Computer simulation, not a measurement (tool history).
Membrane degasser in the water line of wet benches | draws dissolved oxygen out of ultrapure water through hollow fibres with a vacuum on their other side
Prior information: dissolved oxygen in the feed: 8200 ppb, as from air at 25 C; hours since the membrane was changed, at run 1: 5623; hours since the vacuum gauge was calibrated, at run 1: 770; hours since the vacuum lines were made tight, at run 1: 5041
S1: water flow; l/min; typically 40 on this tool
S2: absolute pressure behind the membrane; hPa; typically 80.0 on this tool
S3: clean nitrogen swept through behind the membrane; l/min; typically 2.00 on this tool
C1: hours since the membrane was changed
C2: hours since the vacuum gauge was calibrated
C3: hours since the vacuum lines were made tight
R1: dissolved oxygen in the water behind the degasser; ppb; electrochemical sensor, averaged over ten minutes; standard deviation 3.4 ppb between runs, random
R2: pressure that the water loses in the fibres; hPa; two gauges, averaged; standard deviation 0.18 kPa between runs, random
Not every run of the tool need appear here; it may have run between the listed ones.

{"run": 1, "hour": 0.0, "S1": 40, "S2": 80.0, "S3": 2.0, "C1": 5623, "C2": 770, "C3": 5041, "R1": 353.1, "R2": 326.5}
{"run": 2, "hour": 73.3, "S1": 40, "S2": 80.0, "S3": 2.0, "C1": 5697, "C2": 843, "C3": 5114, "R1": 357.0, "R2": 325.4}
{"run": 3, "hour": 158.2, "S1": 40, "S2": 55.0, "S3": 2.0, "C1": 5782, "C2": 928, "C3": 5199, "R1": 256.4, "R2": 324.7}
{"run": 4, "hour": 289.3, "S1": 40, "S2": 55.0, "S3": 2.0, "C1": 5913, "C2": 1059, "C3": 5330, "R1": 258.1, "R2": 326.3}
{"run": 5, "hour": 373.7, "S1": 40, "S2": 55.0, "S3": 2.0, "C1": 5997, "C2": 1144, "C3": 5414, "R1": 257.7, "R2": 325.3}
{"run": 6, "hour": 480.1, "S1": 53, "S2": 80.0, "S3": 2.0, "C1": 6103, "C2": 1250, "C3": 5521, "R1": 596.9, "R2": 431.7}
{"run": 7, "hour": 641.3, "S1": 53, "S2": 80.0, "S3": 2.0, "C1": 6265, "C2": 1411, "C3": 5682, "R1": 606.5, "R2": 433.5}
{"run": 8, "hour": 738.4, "S1": 53, "S2": 80.0, "S3": 2.0, "C1": 6362, "C2": 1508, "C3": 5779, "R1": 607.4, "R2": 431.0}
{"run": 9, "hour": 868.6, "S1": 40, "S2": 80.0, "S3": 1.34, "C1": 6492, "C2": 1638, "C3": 5909, "R1": 440.9, "R2": 324.0}
{"run": 10, "hour": 995.8, "S1": 40, "S2": 180.3, "S3": 2.0, "C1": 6619, "C2": 1766, "C3": 6037, "R1": 745.8, "R2": 325.6}
{"run": 11, "hour": 1098.6, "S1": 40, "S2": 180.3, "S3": 2.0, "C1": 6722, "C2": 1869, "C3": 6139, "R1": 754.7, "R2": 324.7}
{"run": 12, "hour": 1201.9, "S1": 40, "S2": 80.0, "S3": 2.0, "C1": 6825, "C2": 1972, "C3": 6243, "R1": 366.3, "R2": 327.9}
{"run": 13, "hour": 1353.0, "S1": 40, "S2": 79.0, "S3": 2.0, "C1": 6976, "C2": 2123, "C3": 6394, "R1": 362.3, "R2": 329.5}
{"run": 14, "hour": 1495.8, "S1": 40, "S2": 79.0, "S3": 2.0, "C1": 7119, "C2": 2266, "C3": 6537, "R1": 359.6, "R2": 325.7}
{"run": 15, "hour": 1581.3, "S1": 40, "S2": 79.0, "S3": 2.0, "C1": 7205, "C2": 2351, "C3": 6622, "R1": 357.6, "R2": 325.9}
{"run": 16, "hour": 1756.1, "S1": 54, "S2": 60.3, "S3": 1.01, "C1": 7379, "C2": 2526, "C3": 6797, "R1": 650.6, "R2": 442.1}
{"run": 17, "hour": 1862.9, "S1": 54, "S2": 60.3, "S3": 1.01, "C1": 7486, "C2": 2633, "C3": 6904, "R1": 637.6, "R2": 445.9}
{"run": 18, "hour": 1990.9, "S1": 32, "S2": 80.0, "S3": 2.0, "C1": 7614, "C2": 2761, "C3": 7032, "R1": 246.7, "R2": 260.2}
{"run": 19, "hour": 2142.6, "S1": 32, "S2": 80.0, "S3": 2.0, "C1": 7766, "C2": 2913, "C3": 7183, "R1": 245.4, "R2": 265.8}
{"run": 20, "hour": 2217.2, "S1": 40, "S2": 130.4, "S3": 1.18, "C1": 7841, "C2": 2987, "C3": 7258, "R1": 783.5, "R2": 329.9}
{"run": 21, "hour": 2343.9, "S1": 40, "S2": 130.4, "S3": 1.18, "C1": 7967, "C2": 3114, "C3": 7385, "R1": 790.7, "R2": 330.2}
{"run": 22, "hour": 2450.8, "S1": 32, "S2": 100.3, "S3": 1.52, "C1": 8074, "C2": 3221, "C3": 7492, "R1": 384.7, "R2": 264.0}
{"hour": 2464.5, "done": "seals of the vacuum lines changed"}
{"run": 23, "hour": 2568.2, "S1": 32, "S2": 100.3, "S3": 1.52, "C1": 8190, "C2": 3336, "C3": 104, "R1": 383.9, "R2": 261.5}
{"run": 24, "hour": 2696.7, "S1": 32, "S2": 80.0, "S3": 0.87, "C1": 8318, "C2": 3465, "C3": 232, "R1": 425.0, "R2": 260.7}
{"run": 25, "hour": 2871.5, "S1": 32, "S2": 80.0, "S3": 0.87, "C1": 8493, "C2": 3639, "C3": 407, "R1": 433.3, "R2": 264.0}
{"run": 26, "hour": 3038.5, "S1": 44, "S2": 72.0, "S3": 3.45, "C1": 8660, "C2": 3806, "C3": 574, "R1": 340.6, "R2": 364.8}
{"run": 27, "hour": 3192.3, "S1": 44, "S2": 72.0, "S3": 3.45, "C1": 8814, "C2": 3960, "C3": 728, "R1": 335.1, "R2": 366.2}
{"run": 28, "hour": 3293.3, "S1": 27, "S2": 72.0, "S3": 1.64, "C1": 8915, "C2": 4061, "C3": 829, "R1": 189.4, "R2": 218.7}
{"run": 29, "hour": 3451.6, "S1": 49, "S2": 75.5, "S3": 4.76, "C1": 9073, "C2": 4220, "C3": 987, "R1": 401.7, "R2": 407.3}

How would selected steps in R1 from run to run divide? Give the signed amount a tool lacking its hidden state would still show from settings, what came in and random variation, and the signed amount left for the hidden state, including any gauge scatter that is not in both of the compared results.
Unlogged tool condition in this case: membrane still open, %; true pressure behind the membrane over the reading, kPa; air that leaks in behind the membrane, l/min; drift of the gauge itself on oxygen_ppb, %; drift of the gauge itself on loss_of_pressure_kpa, %.
Run 17 -> 18: S1 54 -> 32, S2 60.3 -> 80.0, S3 1.01 -> 2.00. R1 -390.9 ppb: hidden state -33.2, all else -357.7.
Run 19 -> 20: S1 32 -> 40, S2 80.0 -> 130.4, S3 2.00 -> 1.18. R1 +538.1 ppb: hidden state +11.4, all else +526.7.
Run 21 -> 22: S1 40 -> 32, S2 130.4 -> 100.3, S3 1.18 -> 1.52. R1 -406.0 ppb: hidden state -10.4, all else -395.6.
Run 28 -> 29: S1 27 -> 49, S2 72.0 -> 75.5, S3 1.64 -> 4.76. R1 +212.3 ppb: hidden state +36.0, all else +176.3.
